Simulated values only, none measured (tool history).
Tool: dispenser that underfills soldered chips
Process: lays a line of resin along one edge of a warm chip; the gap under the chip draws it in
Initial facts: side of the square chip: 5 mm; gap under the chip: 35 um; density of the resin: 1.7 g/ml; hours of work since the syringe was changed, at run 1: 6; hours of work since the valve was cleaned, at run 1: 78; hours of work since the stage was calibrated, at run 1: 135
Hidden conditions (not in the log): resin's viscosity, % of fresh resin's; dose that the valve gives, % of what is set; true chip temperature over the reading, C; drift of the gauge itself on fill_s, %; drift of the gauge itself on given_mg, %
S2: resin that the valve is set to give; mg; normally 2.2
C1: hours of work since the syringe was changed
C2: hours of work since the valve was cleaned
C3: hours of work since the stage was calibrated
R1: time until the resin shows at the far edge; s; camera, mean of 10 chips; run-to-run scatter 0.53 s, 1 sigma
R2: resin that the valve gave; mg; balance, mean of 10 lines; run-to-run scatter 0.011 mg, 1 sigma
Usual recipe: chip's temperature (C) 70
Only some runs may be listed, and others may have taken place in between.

{"run": 1, "hour": 0.0, "chip's temperature (C)": 70, "S2": 2.2, "C1": 6, "C2": 78, "C3": 135, "R1": 73.9, "R2": 2.14}
{"hour": 2.6, "done": "new syringe of resin"}
{"run": 2, "hour": 6.3, "chip's temperature (C)": 70, "S2": 2.2, "C1": 2, "C2": 82, "C3": 139, "R1": 55.7, "R2": 2.14}
{"run": 3, "hour": 12.6, "chip's temperature (C)": 70, "S2": 2.2, "C1": 7, "C2": 86, "C3": 143, "R1": 75.8, "R2": 2.15}
{"hour": 14.0, "done": "new syringe of resin"}
{"run": 4, "hour": 21.2, "chip's temperature (C)": 70, "S2": 2.2, "C1": 5, "C2": 92, "C3": 149, "R1": 65.3, "R2": 2.13}
{"hour": 25.9, "done": "new syringe of resin"}
{"run": 5, "hour": 34.7, "chip's temperature (C)": 70, "S2": 2.2, "C1": 6, "C2": 100, "C3": 157, "R1": 72.5, "R2": 2.12}
{"hour": 37.3, "done": "new syringe of resin"}
{"run": 6, "hour": 44.6, "chip's temperature (C)": 70, "S2": 2.2, "C1": 5, "C2": 107, "C3": 164, "R1": 67.5, "R2": 2.12}
{"hour": 49.1, "done": "new syringe of resin"}
{"run": 7, "hour": 56.5, "chip's temperature (C)": 70, "S2": 2.2, "C1": 5, "C2": 114, "C3": 171, "R1": 67.2, "R2": 2.12}
{"hour": 60.7, "done": "new syringe of resin"}
{"run": 8, "hour": 69.2, "chip's temperature (C)": 70, "S2": 2.2, "C1": 6, "C2": 122, "C3": 179, "R1": 72.9, "R2": 2.11}
{"hour": 72.6, "done": "new syringe of resin"}
{"run": 9, "hour": 77.6, "chip's temperature (C)": 70, "S2": 2.2, "C1": 3, "C2": 128, "C3": 185, "R1": 58.2, "R2": 2.1}
{"hour": 85.0, "done": "new syringe of resin"}
{"run": 10, "hour": 87.7, "chip's temperature (C)": 70, "S2": 2.2, "C1": 2, "C2": 134, "C3": 191, "R1": 52.6, "R2": 2.1}
{"hour": 92.0, "done": "dispensing valve cleaned and set on the balance"}
{"run": 11, "hour": 95.3, "chip's temperature (C)": 60, "S2": 2.04, "C1": 6, "C2": 2, "C3": 196, "R1": 111.2, "R2": 2.06}
{"hour": 97.9, "done": "new syringe of resin"}
{"run": 12, "hour": 105.9, "chip's temperature (C)": 60, "S2": 2.29, "C1": 5, "C2": 9, "C3": 202, "R1": 101.7, "R2": 2.28}
{"hour": 110.1, "done": "new syringe of resin"}
{"run": 13, "hour": 118.3, "chip's temperature (C)": 70, "S2": 2.82, "C1": 5, "C2": 17, "C3": 210, "R1": 69.4, "R2": 2.81}
{"hour": 122.3, "done": "new syringe of resin"}
{"run": 14, "hour": 131.1, "chip's temperature (C)": 70, "S2": 2.82, "C1": 6, "C2": 25, "C3": 219, "R1": 71, "R2": 2.78}
{"hour": 134.6, "done": "new syringe of resin"}
{"run": 15, "hour": 140.3, "chip's temperature (C)": 70, "S2": 2.82, "C1": 4, "C2": 31, "C3": 224, "R1": 60.3, "R2": 2.8}
{"hour": 146.2, "done": "new syringe of resin"}
{"run": 16, "hour": 146.2, "chip's temperature (C)": 67, "S2": 2.47, "C1": 0, "C2": 35, "C3": 228, "R1": 51.9, "R2": 2.45}
{"run": 17, "hour": 152.1, "chip's temperature (C)": 67, "S2": 2.47, "C1": 4, "C2": 39, "C3": 232, "R1": 70.6, "R2": 2.46}
{"hour": 158.3, "done": "new syringe of resin"}
{"run": 18, "hour": 162.9, "chip's temperature (C)": 70, "S2": 2.79, "C1": 3, "C2": 46, "C3": 239, "R1": 56, "R2": 2.76}
{"hour": 170.6, "done": "new syringe of resin"}
{"run": 19, "hour": 171.7, "chip's temperature (C)": 78, "S2": 2.26, "C1": 1, "C2": 51, "C3": 245, "R1": 36.7, "R2": 2.23}

Forecast each of these 3 alternatives for the next run:
{"hour": 182.4, "done": "new syringe of resin"}
{"run": "A", "hour": 184.8, "chip's temperature (C)": 61, "S2": 2.45, "C1": 2, "C2": 60, "C3": 253, "R1": "?", "R2": "?"}
{"hour": 182.4, "done": "new syringe of resin"}
{"run": "B", "hour": 184.8, "chip's temperature (C)": 78, "S2": 2.81, "C1": 2, "C2": 60, "C3": 253, "R1": "?", "R2": "?"}
{"hour": 182.4, "done": "new syringe of resin"}
{"run": "C", "hour": 184.8, "chip's temperature (C)": 67, "S2": 2.26, "C1": 2, "C2": 60, "C3": 253, "R1": "?", "R2": "?"}

run=A R1=77.1 R2=2.42
run=B R1=38.4 R2=2.77
run=C R1=62 R2=2.24
With the hidden condition removed and each run's random variation left untouched, the same runs would have given:
run=A R1=62.3 R2=2.46
run=B R1=31.2 R2=2.82
run=C R1=50.2 R2=2.27
